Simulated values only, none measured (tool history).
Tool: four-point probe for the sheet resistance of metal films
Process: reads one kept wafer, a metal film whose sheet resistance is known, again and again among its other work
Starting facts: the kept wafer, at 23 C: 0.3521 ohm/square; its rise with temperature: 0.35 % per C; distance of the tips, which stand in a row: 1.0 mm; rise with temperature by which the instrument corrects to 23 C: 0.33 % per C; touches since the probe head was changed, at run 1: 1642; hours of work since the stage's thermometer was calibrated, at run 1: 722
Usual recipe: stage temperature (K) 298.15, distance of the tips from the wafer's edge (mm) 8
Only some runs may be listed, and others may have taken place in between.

run   hour  stage temperature (K)  distance of the tips from the wafer's edge (mm)  touches since the probe head was changed  hours of work since the stage's thermometer was calibrated  sheet resistance as the instrument gives it (ohm/square)
  1      0                 298.15                                                8                                      1642                                                         722                                                  0.354379
  2   16.2                 298.15                                                8                                      2037                                                         732                                                  0.354397
  3   24.9                 294.15                                                8                                      2249                                                         737                                                  0.354123
  4   36.7                 298.15                                               59                                      2538                                                         744                                                  0.351371
  5   47.5                 298.15                                               52                                      2803                                                         750                                                  0.351561
  6   57.4                 298.15                                               52                                      3045                                                         756                                                  0.351495
  7   67.4                 298.15                                               52                                      3290                                                         762                                                  0.351417
  8   75.8                 298.15                                               59                                      3493                                                         767                                                  0.351528
  9   86.7                 298.15                                               59                                      3761                                                         773                                                  0.351418
 10  100.4                 298.15                                               39                                      4095                                                         781                                                  0.351507
 11  115.7                 298.15                                               38                                      4467                                                         790                                                  0.351625
 12  125.7                 298.15                                               37                                      4713                                                         796                                                  0.351495
 13  134.9                 298.15                                               37                                      4939                                                         801                                                  0.351567
 14  151.4                 293.15                                                8                                      5341                                                         811                                                  0.354202
 15  165.9                 298.15                                                8                                      5695                                                         819                                                  0.354266
 16  175.9                 298.15                                                8                                      5940                                                         825                                                  0.354387
     177.2  -- stage's thermometer calibrated
 17  194.2                 293.15                                               24                                      6375                                                          10                                                  0.351407
 18  201.8                 303.15                                               21                                      6559                                                          14                                                  0.351999
 19  211.2                 301.15                                               12                                      6789                                                          20                                                  0.352827
 20  218.9                 301.15                                               61                                      6979                                                          24                                                  0.351644
 21    230                 298.15                                               30                                      7249                                                          31                                                  0.351635
 22  239.9                 298.15                                               30                                      7491                                                          37                                                  0.351704
 23  253.5                 294.15                                               52                                      7823                                                          45                                                  0.351106
 24  267.5                 294.15                                               52                                      8166                                                          53                                                  0.351167
     274.6  -- stage's thermometer calibrated, once more
 25  279.2                 294.15                                               11                                      8438                                                           3                                                  0.353027
 26  297.2                 294.15                                               11                                      8878                                                          13                                                  0.353101
 27  304.8                 297.15                                                3                                      9065                                                          18                                                  0.371543
 28  318.6                 303.15                                               21                                      9402                                                          26                                                  0.352431
 29  334.5                 303.15                                               21                                      9791                                                          35                                                  0.352383
 30  351.2                 304.15                                               39                                     10199                                                          45                                                  0.352136
 31  360.6                 300.15                                               20                                     10427                                                          50                                                  0.352351

Below are 5 alternative next runs, each starting from the tool's condition after run 31. Predict each:
  A  376.8                 299.15                                                6                                     10823                                                          60                                                         ?
  B  376.8                 306.15                                               11                                     10823                                                          60                                                         ?
  C  376.8                 298.15                                               16                                     10823                                                          60                                                         ?
  D  376.8                 298.15                                               69                                     10823                                                          60                                                         ?
  E  376.8                 299.15                                               13                                     10823                                                          60                                                         ?

run  sheet resistance as the instrument gives it (ohm/square)
  A                                                  0.356869
  B                                                  0.353671
  C                                                  0.352452
  D                                                  0.351692
  E                                                  0.352823
Without the tool's unlogged condition, the same runs would have read:
run  sheet resistance as the instrument gives it (ohm/square)
  A                                                  0.357355
  B                                                  0.354154
  C                                                  0.352932
  D                                                  0.352171
  E                                                  0.353304

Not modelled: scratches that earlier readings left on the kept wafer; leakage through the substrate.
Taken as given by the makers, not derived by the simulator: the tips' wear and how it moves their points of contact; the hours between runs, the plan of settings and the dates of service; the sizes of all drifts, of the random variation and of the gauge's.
